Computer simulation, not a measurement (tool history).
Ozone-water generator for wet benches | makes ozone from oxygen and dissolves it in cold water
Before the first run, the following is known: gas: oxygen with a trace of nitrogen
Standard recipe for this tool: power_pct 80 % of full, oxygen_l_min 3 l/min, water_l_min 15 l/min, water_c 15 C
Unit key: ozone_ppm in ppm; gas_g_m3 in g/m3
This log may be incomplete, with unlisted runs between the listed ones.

run,hour,power_pct,oxygen_l_min,water_l_min,water_c,ozone_ppm,gas_g_m3
1,0,80,3,15,15,17.8,207.5
2,106.3,80,3,15,15,17.4,206.4
3,221.2,80,3,15,15,17.7,202.9
4,351.7,80,3,15,15,17.7,203.1
# hour 393.7: contactor cleaned
5,525.1,80,3,15,8,19.6,199.4
6,704.1,79,3,15,15,18,196.9
7,787.8,80,3,15,15,17.9,197.4
# hour 806.1: water thermometer calibrated
8,967.3,80,2.09,15,15,15.4,221.1
9,1127,80,3,15,12,18.1,194.8
10,1318.2,80,3,20,15,12.8,194.9
11,1405.8,80,3,20,15,12.7,190.4
12,1595.7,97,3,15,15,19.1,212.8
13,1690.6,97,3,15,15,19,210.7
# hour 1765.5: water thermometer calibrated, once more
14,1803.6,80,1.55,15,15,13.3,234.6
15,1934.3,80,1.55,15,15,13.1,231.6
16,2032.6,80,1.55,15,15,13,231.2
17,2175.4,80,1.55,15,15,12.7,228.9
18,2319.7,80,3.27,15,15,16.3,176
19,2439.5,73,3.27,15,15,15.3,163.9
20,2556.4,56,3,15,16,12.7,144.5
21,2741.2,42,1.86,12,22,10.7,143.9
22,2918.3,80,2.1,15,21,13,198.1
23,3076.4,80,2.79,15,12,15.5,176.3
24,3236.6,80,2.79,12,18,17.7,179.7
25,3381.1,80,2.79,12,18,17.2,174.8
26,3485.9,80,3.48,14,11,17.4,160.6
27,3656,85,3.48,19,11,13,164.4
28,3782.9,85,3.48,19,11,12.6,162
29,3894.3,76,1.57,17,9,9.8,200
30,4019.8,70,1.57,17,10,9.4,189
31,4141.6,80,4.3,15,7,17.1,143.4
32,4257.6,52,2.24,15,7,10.7,140.8

How would selected steps in ozone_ppm from run to run divide? Give the signed amount a tool lacking its hidden state would still show from settings, what came in and random variation, and the signed amount left for the hidden state, including any gauge scatter that is not in both of the compared results.
Hidden state present: yield of the discharge, % of new electrodes'; contactor's efficiency, % of a clean one's; true water temperature over the reading, C; drift of the gauge itself on ozone_ppm, %; drift of the gauge itself on gas_g_m3, %.
Run 11 -> 12: power_pct 80 -> 97, water_l_min 20 -> 15. ozone_ppm +6.4 ppm: hidden state -1.9, all else +8.3.
Run 30 -> 31: power_pct 70 -> 80, oxygen_l_min 1.57 -> 4.3, water_l_min 17 -> 15, water_c 10 -> 7. ozone_ppm +7.7 ppm: hidden state -3.7, all else +11.4.
Run 31 -> 32: power_pct 80 -> 52, oxygen_l_min 4.3 -> 2.24. ozone_ppm -6.4 ppm: hidden state +3.8, all else -10.2.

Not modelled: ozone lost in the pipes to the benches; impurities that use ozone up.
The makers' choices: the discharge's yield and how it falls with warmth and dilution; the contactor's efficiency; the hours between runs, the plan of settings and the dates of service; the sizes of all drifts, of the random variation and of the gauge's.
